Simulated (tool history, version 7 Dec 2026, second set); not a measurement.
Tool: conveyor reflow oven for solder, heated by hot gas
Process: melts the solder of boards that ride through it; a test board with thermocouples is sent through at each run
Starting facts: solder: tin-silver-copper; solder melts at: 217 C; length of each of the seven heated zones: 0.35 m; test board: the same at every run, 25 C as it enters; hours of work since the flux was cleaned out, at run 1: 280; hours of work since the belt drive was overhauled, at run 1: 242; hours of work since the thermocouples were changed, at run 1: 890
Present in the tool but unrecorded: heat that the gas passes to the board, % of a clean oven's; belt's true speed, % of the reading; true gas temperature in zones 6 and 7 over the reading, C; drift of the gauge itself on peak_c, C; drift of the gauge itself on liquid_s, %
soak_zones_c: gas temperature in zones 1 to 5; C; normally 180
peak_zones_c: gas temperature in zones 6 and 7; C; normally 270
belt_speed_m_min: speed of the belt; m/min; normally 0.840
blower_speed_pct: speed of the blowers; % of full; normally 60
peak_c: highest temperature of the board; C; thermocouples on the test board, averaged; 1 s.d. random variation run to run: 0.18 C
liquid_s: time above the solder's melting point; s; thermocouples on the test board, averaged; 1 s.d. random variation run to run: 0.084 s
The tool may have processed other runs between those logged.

| run | hour | soak_zones_c | peak_zones_c | belt_speed_m_min | blower_speed_pct | hours of work since the flux was cleaned out | hours of work since the belt drive was overhauled | hours of work since the thermocouples were changed | peak_c | liquid_s |
|---|---|---|---|---|---|---|---|---|---|---|
| 1 | 0.0 | 180 | 270 | 0.840 | 60 | 280 | 242 | 890 | 247.7 | 35.71 |
| 2 | 39.7 | 180 | 270 | 0.788 | 60 | 299 | 261 | 910 | 249.8 | 39.66 |
| 3 | 81.1 | 180 | 259 | 0.840 | 60 | 319 | 282 | 930 | 239.1 | 29.93 |
| 4 | 115.6 | 180 | 270 | 0.840 | 60 | 336 | 298 | 947 | 247.3 | 35.61 |
| 5 | 166.4 | 180 | 270 | 0.840 | 60 | 361 | 323 | 971 | 247.3 | 35.41 |
| 6 | 192.3 | 180 | 270 | 0.840 | 60 | 373 | 336 | 984 | 247.5 | 35.30 |
|  | 210.7 | thermocouples of zones 6 and 7 changed |
|  | 219.5 | flux residue cleaned out of gas plates and filters |
| 7 | 246.1 | 180 | 270 | 0.840 | 60 | 13 | 358 | 15 | 250.6 | 37.84 |
| 8 | 297.1 | 180 | 270 | 0.840 | 73 | 38 | 383 | 40 | 254.1 | 39.84 |
| 9 | 328.7 | 180 | 270 | 0.840 | 73 | 53 | 399 | 55 | 253.9 | 39.83 |
| 10 | 365.7 | 180 | 270 | 0.703 | 60 | 71 | 417 | 73 | 255.6 | 49.09 |
| 11 | 402.2 | 172 | 270 | 0.840 | 60 | 89 | 434 | 91 | 248.7 | 34.67 |
| 12 | 452.8 | 180 | 270 | 0.906 | 60 | 114 | 459 | 115 | 247.3 | 32.68 |
|  | 460.0 | belt drive overhauled, speed set with a stopwatch |
| 13 | 493.2 | 180 | 270 | 0.840 | 60 | 131 | 16 | 133 | 249.8 | 37.82 |
| 14 | 514.4 | 180 | 270 | 0.840 | 51 | 142 | 27 | 144 | 246.9 | 35.45 |
| 15 | 548.2 | 170 | 259 | 0.840 | 82 | 158 | 43 | 160 | 244.3 | 33.13 |
| 16 | 575.3 | 170 | 259 | 0.840 | 82 | 171 | 56 | 173 | 244.2 | 33.14 |
| 17 | 610.7 | 184 | 282 | 0.840 | 60 | 189 | 73 | 190 | 260.3 | 43.62 |
| 18 | 660.0 | 180 | 270 | 0.840 | 50 | 213 | 97 | 214 | 246.1 | 34.67 |
| 19 | 686.2 | 192 | 275 | 0.818 | 60 | 225 | 110 | 227 | 257.0 | 45.90 |
|  | 701.3 | belt drive overhauled, speed set with a stopwatch, once more |
| 20 | 724.9 | 192 | 275 | 0.818 | 60 | 242 | 11 | 244 | 256.2 | 44.59 |
| 21 | 761.7 | 168 | 260 | 0.937 | 60 | 260 | 29 | 262 | 233.4 | 19.48 |
| 22 | 793.0 | 180 | 270 | 0.840 | 57 | 275 | 45 | 277 | 247.4 | 35.31 |
| 23 | 842.0 | 180 | 264 | 0.840 | 57 | 299 | 69 | 301 | 242.3 | 32.33 |
| 24 | 894.2 | 170 | 270 | 0.840 | 51 | 325 | 94 | 326 | 242.6 | 29.21 |
| 25 | 930.8 | 170 | 270 | 0.840 | 51 | 342 | 112 | 344 | 242.6 | 29.22 |
| 26 | 974.0 | 180 | 270 | 0.909 | 55 | 363 | 133 | 365 | 243.1 | 29.27 |
| 27 | 1012.8 | 180 | 270 | 0.909 | 55 | 382 | 152 | 384 | 243.3 | 29.33 |

Hidden state at the last listed run before each entry between runs and at the first one after, where it differs:
After run 6, before run 7: thermocouples of zones 6 and 7 changed (hour 210.7); flux residue cleaned out of gas plates and filters (hour 219.5)
  heat that the gas passes to the board, % of a clean oven's: 90.7 -> 99.3; belt's true speed, % of the reading: 99.12 -> 99.07; true gas temperature in zones 6 and 7 over the reading, C: -1.91 -> -0.3
  the result without the hidden state subtracted from the measured one, peak_c: -3.6 -> -0.1 C; liquid_s: -2.02 -> +0.34 s
After run 12, before run 13: belt drive overhauled, speed set with a stopwatch (hour 460.0)
  heat that the gas passes to the board, % of a clean oven's: 97.1 -> 96.7; belt's true speed, % of the reading: 98.82 -> 98.02; true gas temperature in zones 6 and 7 over the reading, C: -0.53 -> -0.57
  the result without the hidden state subtracted from the measured one, peak_c: -0.8 -> -0.6 C; liquid_s: -0.07 -> +0.44 s
After run 19, before run 20: belt drive overhauled, speed set with a stopwatch, once more (hour 701.3)
  heat that the gas passes to the board, % of a clean oven's: 94.7 -> 94.3; belt's true speed, % of the reading: 97.79 -> 99.97; true gas temperature in zones 6 and 7 over the reading, C: -0.78 -> -0.82
  the result without the hidden state subtracted from the measured one, peak_c: -1.2 -> -2.0 C; liquid_s: +0.52 -> -0.94 s
